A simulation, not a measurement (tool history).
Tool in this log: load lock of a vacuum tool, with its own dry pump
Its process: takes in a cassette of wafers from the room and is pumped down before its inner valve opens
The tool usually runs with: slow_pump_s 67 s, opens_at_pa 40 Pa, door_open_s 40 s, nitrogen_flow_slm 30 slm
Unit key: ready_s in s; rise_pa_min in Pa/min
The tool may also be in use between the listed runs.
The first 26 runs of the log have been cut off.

run	hour	slow_pump_s	opens_at_pa	door_open_s	nitrogen_flow_slm	incoming humidity of the room's air, %	ready_s	rise_pa_min
27	8605.7	67	76	40	16	48.0	146.8	0.175
28	8957.7	67	76	40	16	44.5	146.2	0.178
29	9356.1	116	69	40	16	47.5	181.8	0.190
30	9551.3	116	69	40	16	45.2	181.2	0.195
31	9882.8	69	40	43	4	47.8	160.0	0.223
32	10240.1	55	45	49	24	46.4	147.2	0.216
33	10455.5	62	40	166	4	42.1	155.6	0.295
34	10772.9	62	40	166	4	44.7	156.1	0.302
# hour 11145.8: door's seal changed, seat wiped
35	11214.6	67	40	40	30	45.2	160.3	0.017
36	11661.7	107	37	73	7	44.1	188.8	0.045

Predict each of these 4 candidate next runs independently; none follows another, all start after run 36:
A	12068.8	107	37	73	12	41.7	?	?
B	12068.8	107	61	73	7	42.6	?	?
C	12068.8	67	40	40	39	42.5	?	?
D	12068.8	34	47	40	30	47.9	?	?

run	ready_s	rise_pa_min
A	187.0	0.041
B	178.2	0.048
C	159.5	0.019
D	136.8	0.024
With the hidden condition removed and each run's random variation left untouched, the same runs would have given:
run	ready_s	rise_pa_min
A	171.3	0.034
B	164.0	0.041
C	141.2	0.012
D	116.5	0.017

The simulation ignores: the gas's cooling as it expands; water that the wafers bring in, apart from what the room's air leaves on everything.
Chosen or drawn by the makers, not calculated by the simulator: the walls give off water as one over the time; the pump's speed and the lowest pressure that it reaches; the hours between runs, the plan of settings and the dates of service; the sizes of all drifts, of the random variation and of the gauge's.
